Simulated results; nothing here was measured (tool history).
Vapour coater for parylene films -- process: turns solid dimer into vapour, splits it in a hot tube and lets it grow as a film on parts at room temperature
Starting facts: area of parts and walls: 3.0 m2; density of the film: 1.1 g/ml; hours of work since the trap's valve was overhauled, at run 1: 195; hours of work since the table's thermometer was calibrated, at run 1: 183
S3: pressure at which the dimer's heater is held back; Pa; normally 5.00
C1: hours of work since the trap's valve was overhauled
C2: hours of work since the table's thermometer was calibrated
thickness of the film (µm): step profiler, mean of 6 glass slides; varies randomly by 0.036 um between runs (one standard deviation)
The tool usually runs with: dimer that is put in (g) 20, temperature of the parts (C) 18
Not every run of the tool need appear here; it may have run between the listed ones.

Run 1, hour 0.0: usual settings; C1 195; C2 183. Result: thickness of the film (µm) 3.31.
Run 2, hour 6.4: usual settings but S3 2.72 Pa; C1 199; C2 187. Result: thickness of the film (µm) 3.85.
Run 3, hour 20.7: usual settings but S3 2.72 Pa; C1 207; C2 195. Result: thickness of the film (µm) 3.74.
At hour 29.1: trap's valve overhauled.
Run 4, hour 37.5: usual settings but S3 10.19 Pa; C1 5; C2 202. Result: thickness of the film (µm) 3.16.
Run 5, hour 45.9: usual settings but S3 10.19 Pa; C1 10; C2 207. Result: thickness of the film (µm) 3.17.
Run 6, hour 53.7: usual settings but S3 10.19 Pa; C1 14; C2 212. Result: thickness of the film (µm) 3.09.
Run 7, hour 66.3: usual settings; C1 21; C2 219. Result: thickness of the film (µm) 3.68.
Run 8, hour 74.4: usual settings; C1 26; C2 223. Result: thickness of the film (µm) 3.74.
Run 9, hour 83.0: usual settings; C1 31; C2 228. Result: thickness of the film (µm) 3.72.
Run 10, hour 90.7: usual settings; C1 35; C2 233. Result: thickness of the film (µm) 3.72.
Run 11, hour 104.4: usual settings; C1 43; C2 240. Result: thickness of the film (µm) 3.70.
Run 12, hour 118.5: usual settings; C1 51; C2 249. Result: thickness of the film (µm) 3.56.
Run 13, hour 126.7: usual settings; C1 56; C2 253. Result: thickness of the film (µm) 3.58.
Run 14, hour 137.0: usual settings; C1 62; C2 259. Result: thickness of the film (µm) 3.65.
Run 15, hour 150.2: usual settings; C1 69; C2 267. Result: thickness of the film (µm) 3.56.
Run 16, hour 165.5: usual settings; C1 78; C2 275. Result: thickness of the film (µm) 3.54.
Run 17, hour 173.2: usual settings; C1 82; C2 280. Result: thickness of the film (µm) 3.56.
Run 18, hour 188.6: usual settings; C1 91; C2 289. Result: thickness of the film (µm) 3.50.
Run 19, hour 202.0: usual settings but dimer that is put in (g) 14, temperature of the parts (C) 24, S3 3.22 Pa; C1 99; C2 296. Result: thickness of the film (µm) 2.04.
Run 20, hour 213.1: usual settings but dimer that is put in (g) 33, temperature of the parts (C) 13, S3 7.44 Pa; C1 105; C2 303. Result: thickness of the film (µm) 6.81.
Run 21, hour 228.6: usual settings but dimer that is put in (g) 11, temperature of the parts (C) 27, S3 7.44 Pa; C1 114; C2 311. Result: thickness of the film (µm) 1.16.
Run 22, hour 238.4: usual settings but dimer that is put in (g) 11, temperature of the parts (C) 27, S3 7.44 Pa; C1 119; C2 317. Result: thickness of the film (µm) 1.12.
Run 23, hour 251.3: usual settings but dimer that is put in (g) 11, temperature of the parts (C) 27, S3 7.44 Pa; C1 127; C2 324. Result: thickness of the film (µm) 1.12.
Run 24, hour 259.2: usual settings but dimer that is put in (g) 11, temperature of the parts (C) 27, S3 7.44 Pa; C1 131; C2 329. Result: thickness of the film (µm) 1.10.
Run 25, hour 269.1: usual settings but dimer that is put in (g) 11, temperature of the parts (C) 27, S3 7.44 Pa; C1 137; C2 334. Result: thickness of the film (µm) 1.09.
Run 26, hour 282.6: usual settings but temperature of the parts (C) 16, S3 4.91 Pa; C1 145; C2 342. Result: thickness of the film (µm) 3.77.
Run 27, hour 296.3: usual settings but temperature of the parts (C) 13, S3 4.38 Pa; C1 152; C2 350. Result: thickness of the film (µm) 4.38.
Run 28, hour 311.5: usual settings but temperature of the parts (C) 22; C1 161; C2 359. Result: thickness of the film (µm) 2.74.
Run 29, hour 320.7: usual settings but temperature of the parts (C) 22; C1 166; C2 364. Result: thickness of the film (µm) 2.73.
Run 30, hour 330.8: usual settings but dimer that is put in (g) 10, temperature of the parts (C) 22; C1 172; C2 370. Result: thickness of the film (µm) 1.34.
Run 31, hour 340.4: usual settings but dimer that is put in (g) 10, temperature of the parts (C) 22; C1 178; C2 375. Result: thickness of the film (µm) 1.27.
Run 32, hour 350.7: usual settings but temperature of the parts (C) 13, S3 3.90 Pa; C1 183; C2 381. Result: thickness of the film (µm) 4.43.

Below, each run's measurement less what the same run would have read without the hidden state. Both values contain the same run-to-run variation, but the gauge's scatter may not be the same in both:
Hidden state present: vapour lost through the trap's worn valve, %; true temperature of the parts over the reading, C; drift of the gauge itself on film_um, %.
run  thickness of the film (µm)
  1                       -0.47
  2                       -0.57
  3                       -0.57
  4                       -0.04
  5                       -0.05
  6                       -0.06
  7                       -0.10
  8                       -0.10
  9                       -0.12
 10                       -0.13
 11                       -0.15
 12                       -0.16
 13                       -0.18
 14                       -0.20
 15                       -0.22
 16                       -0.24
 17                       -0.26
 18                       -0.27
 19                       -0.18
 20                       -0.60
 21                       -0.10
 22                       -0.11
 23                       -0.12
 24                       -0.12
 25                       -0.13
 26                       -0.46
 27                       -0.57
 28                       -0.37
 29                       -0.39
 30                       -0.20
 31                       -0.21
 32                       -0.69
